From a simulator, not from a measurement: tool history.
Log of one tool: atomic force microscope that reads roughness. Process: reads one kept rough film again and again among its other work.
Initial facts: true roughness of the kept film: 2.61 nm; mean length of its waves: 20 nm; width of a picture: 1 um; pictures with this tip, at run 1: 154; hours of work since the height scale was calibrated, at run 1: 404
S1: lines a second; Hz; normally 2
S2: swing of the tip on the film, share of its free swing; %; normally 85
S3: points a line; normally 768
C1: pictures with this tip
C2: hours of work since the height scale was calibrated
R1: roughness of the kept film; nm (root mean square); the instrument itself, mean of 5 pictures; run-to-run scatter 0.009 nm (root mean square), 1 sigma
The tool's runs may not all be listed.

run	hour	S1	S2	S3	C1	C2	R1
1	0	2	85	768	154	404	1.876
2	41	2	85	768	207	433	1.86
3	83.2	2	85	768	261	463	1.813
4	150.4	2	85	768	348	512	1.747
# hour 179.4: new tip fitted
5	189.6	0.63	85	768	13	539	2.119
6	251.1	0.63	85	768	92	583	2.066
7	295.1	0.63	85	768	149	615	2.016
8	340.2	2.72	85	768	207	647	1.807
9	371.5	2.72	85	768	248	670	1.784
10	416.3	2	65	768	305	702	1.913
# hour 480.4: new tip fitted
11	480.4	2	65	768	0	748	2.142
12	545.2	2	65	768	84	794	2.075
13	596	2	65	768	150	830	2.005
14	664	2	64	768	237	879	1.949
15	720.8	2	85	768	311	920	1.797
# hour 779.8: new tip fitted
16	790.3	0.55	56	768	14	969	2.167
17	821	2	71	768	53	992	2.057
18	878	1.47	76	281	127	1032	1.946
19	931.3	1.47	58	259	196	1071	1.925
20	984.9	1.47	58	259	265	1109	1.887
21	1043.1	1.47	58	259	340	1151	1.829
# hour 1081.7: new tip fitted
22	1088.9	2.75	66	452	10	1183	2.076
23	1118.8	2.75	66	452	48	1205	2.049
24	1178.5	2.75	66	452	125	1248	1.987
25	1210.2	2.75	66	452	166	1270	1.968
26	1238.1	3.99	58	568	202	1290	1.965
27	1270	0.88	72	768	243	1313	1.957
28	1318.4	0.88	72	768	306	1348	1.926
# hour 1382.6: new tip fitted
29	1385.1	0.88	72	768	3	1395	2.162

Subtracting, for every run, the result it would have given without the tool's unlogged condition from the measured result gives the following. The same run-to-run variation enters both numbers; the gauge's scatter may not:
What the log doesn't record here: radius of the tip, nm; height scale over the true one, %; drift of the gauge itself on roughness_nm, %.
run	R1
1	-0.138
2	-0.174
3	-0.206
4	-0.262
5	-0.013
6	-0.079
7	-0.123
8	-0.154
9	-0.178
10	-0.233
11	+0.005
12	-0.065
13	-0.115
14	-0.18
15	-0.218
16	-0.024
17	-0.055
18	-0.108
19	-0.161
20	-0.215
21	-0.268
22	-0.02
23	-0.049
24	-0.102
25	-0.134
26	-0.155
27	-0.183
28	-0.228
29	+0.003
